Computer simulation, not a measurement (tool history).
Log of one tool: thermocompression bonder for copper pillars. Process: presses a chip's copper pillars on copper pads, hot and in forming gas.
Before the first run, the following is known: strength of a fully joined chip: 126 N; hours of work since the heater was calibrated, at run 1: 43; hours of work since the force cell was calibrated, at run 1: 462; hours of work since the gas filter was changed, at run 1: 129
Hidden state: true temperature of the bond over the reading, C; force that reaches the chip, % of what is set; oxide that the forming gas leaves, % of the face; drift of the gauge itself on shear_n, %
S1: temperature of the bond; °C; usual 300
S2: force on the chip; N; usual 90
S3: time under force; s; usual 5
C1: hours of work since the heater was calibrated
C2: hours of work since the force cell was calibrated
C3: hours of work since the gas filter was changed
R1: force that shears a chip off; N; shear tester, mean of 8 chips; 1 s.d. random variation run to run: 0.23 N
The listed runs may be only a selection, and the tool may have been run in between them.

run,day,S1,S2,S3,C1,C2,C3,R1
1,0.000,300,90,5,43,462,129,60.7
2,1.588,300,90,5,61,480,147,60.9
3,4.008,300,90,5,89,507,174,60.2
4,6.067,300,90,8,112,531,197,70.5
5,7.100,300,90,8,123,542,209,70.8
6,8.508,283,90,8,139,558,225,61.2
7,10.121,283,90,8,157,576,243,61.0
8,12.250,283,62,8,181,600,267,44.7
9,13.592,300,90,5,197,615,282,60.4
10,14.833,300,90,4,211,629,296,55.0
11,16.342,300,80,5,228,646,313,54.2
12,18.742,300,80,5,255,674,340,54.4
13,20.500,300,80,5,274,693,360,54.4
14,21.675,300,80,5,288,707,373,54.5
# day 23.933: forming gas filter changed
15,23.954,300,90,5,313,732,0,60.6
16,26.004,319,90,5,336,755,23,70.9
17,27.446,300,90,5,352,771,40,61.2
18,29.725,300,90,5,378,797,65,60.1
19,30.796,300,90,3,390,809,77,49.7
# day 31.054: force cell calibrated
20,32.104,277,110,5,404,12,91,58.6
21,33.883,277,110,5,424,32,111,58.5
22,36.079,277,133,5,449,57,136,67.4
23,38.042,311,78,14,471,79,158,82.8
# day 38.688: force cell calibrated, once more
24,40.554,311,78,14,499,21,186,80.7
25,42.800,311,78,14,524,46,211,81.0
26,44.512,300,57,5,543,66,231,40.1
27,45.979,273,84,4,560,82,247,39.6
28,48.042,273,84,4,583,105,270,39.2
29,49.142,326,106,6,596,118,283,84.4
30,50.250,274,58,5,608,130,295,31.2
31,52.138,300,71,8,629,152,316,57.7
32,54.025,298,116,5,651,173,338,70.2
33,56.242,298,116,5,676,198,363,69.5
34,58.317,304,118,3,699,221,386,62.8
# day 59.500: forming gas filter changed
35,60.238,300,90,3,720,243,8,49.4
36,61.767,304,55,8,738,260,26,49.0
37,63.112,300,130,9,753,275,41,90.8
38,64.258,307,134,12,766,288,54,101.9

Below are 3 alternative next runs, each starting from the tool's condition after run 38. Predict each:
A,66.042,300,90,9,786,308,74,?
B,66.042,272,65,4,786,308,74,?
C,66.042,307,130,7,786,308,74,?

run,R1
A,72.4
B,30.6
C,89.1
Stripped of hidden state, with their random variation kept, the same runs would have yielded:
run,R1
A,73.9
B,31.5
C,90.5
